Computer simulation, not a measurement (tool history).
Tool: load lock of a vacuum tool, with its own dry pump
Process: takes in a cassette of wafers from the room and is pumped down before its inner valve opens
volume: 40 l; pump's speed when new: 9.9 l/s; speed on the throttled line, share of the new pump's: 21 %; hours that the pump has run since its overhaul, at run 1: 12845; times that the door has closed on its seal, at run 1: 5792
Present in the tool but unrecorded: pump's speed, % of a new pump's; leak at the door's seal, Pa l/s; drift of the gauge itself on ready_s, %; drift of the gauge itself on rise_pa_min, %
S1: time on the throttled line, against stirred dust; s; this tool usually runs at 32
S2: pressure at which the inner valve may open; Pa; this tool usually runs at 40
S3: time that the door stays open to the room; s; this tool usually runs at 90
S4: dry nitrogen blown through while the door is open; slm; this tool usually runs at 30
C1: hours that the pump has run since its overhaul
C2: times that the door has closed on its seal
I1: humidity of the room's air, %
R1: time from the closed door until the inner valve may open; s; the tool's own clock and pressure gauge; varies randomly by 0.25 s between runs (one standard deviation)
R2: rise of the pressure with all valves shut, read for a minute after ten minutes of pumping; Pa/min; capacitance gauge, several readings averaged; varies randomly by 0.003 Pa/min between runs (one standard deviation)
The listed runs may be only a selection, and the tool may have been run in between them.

{"run": 1, "hour": 0.0, "S1": 32, "S2": 40, "S3": 90, "S4": 30, "C1": 12845, "C2": 5792, "I1": 44.2, "R1": 60.2, "R2": 0.081}
{"run": 2, "hour": 387.3, "S1": 32, "S2": 40, "S3": 90, "S4": 14, "C1": 13232, "C2": 6249, "I1": 45.1, "R1": 60.5, "R2": 0.099}
{"run": 3, "hour": 804.2, "S1": 32, "S2": 40, "S3": 90, "S4": 14, "C1": 13649, "C2": 6742, "I1": 46.7, "R1": 60.7, "R2": 0.109}
{"run": 4, "hour": 1037.9, "S1": 32, "S2": 40, "S3": 90, "S4": 14, "C1": 13883, "C2": 7018, "I1": 44.0, "R1": 60.7, "R2": 0.112}
{"run": 5, "hour": 1390.7, "S1": 32, "S2": 40, "S3": 90, "S4": 14, "C1": 14236, "C2": 7434, "I1": 48.5, "R1": 61.0, "R2": 0.124}
{"run": 6, "hour": 1703.6, "S1": 32, "S2": 40, "S3": 90, "S4": 14, "C1": 14549, "C2": 7804, "I1": 46.8, "R1": 61.5, "R2": 0.126}
{"run": 7, "hour": 1887.6, "S1": 32, "S2": 40, "S3": 86, "S4": 30, "C1": 14733, "C2": 8021, "I1": 44.4, "R1": 61.1, "R2": 0.126}
{"run": 8, "hour": 2270.3, "S1": 32, "S2": 40, "S3": 86, "S4": 30, "C1": 15115, "C2": 8473, "I1": 44.2, "R1": 61.6, "R2": 0.134}
{"run": 9, "hour": 2557.7, "S1": 45, "S2": 53, "S3": 66, "S4": 39, "C1": 15403, "C2": 8813, "I1": 45.4, "R1": 70.0, "R2": 0.141}
{"run": 10, "hour": 2834.1, "S1": 45, "S2": 53, "S3": 66, "S4": 39, "C1": 15679, "C2": 9139, "I1": 42.1, "R1": 69.8, "R2": 0.149}
{"run": 11, "hour": 3082.1, "S1": 45, "S2": 53, "S3": 66, "S4": 39, "C1": 15927, "C2": 9432, "I1": 41.4, "R1": 70.3, "R2": 0.159}

What will run 12 give?
{"run": 12, "hour": 3292.0, "S1": 37, "S2": 43, "S3": 90, "S4": 30, "C1": 16137, "C2": 9680, "I1": 43.4, "R1": "?", "R2": "?"}

{"run 12": {"R1": 65.2, "R2": 0.157}}
With the hidden condition absent and the run-to-run variation left alone, this run would have shown R1 61.1 s, R2 0.012 Pa/min.
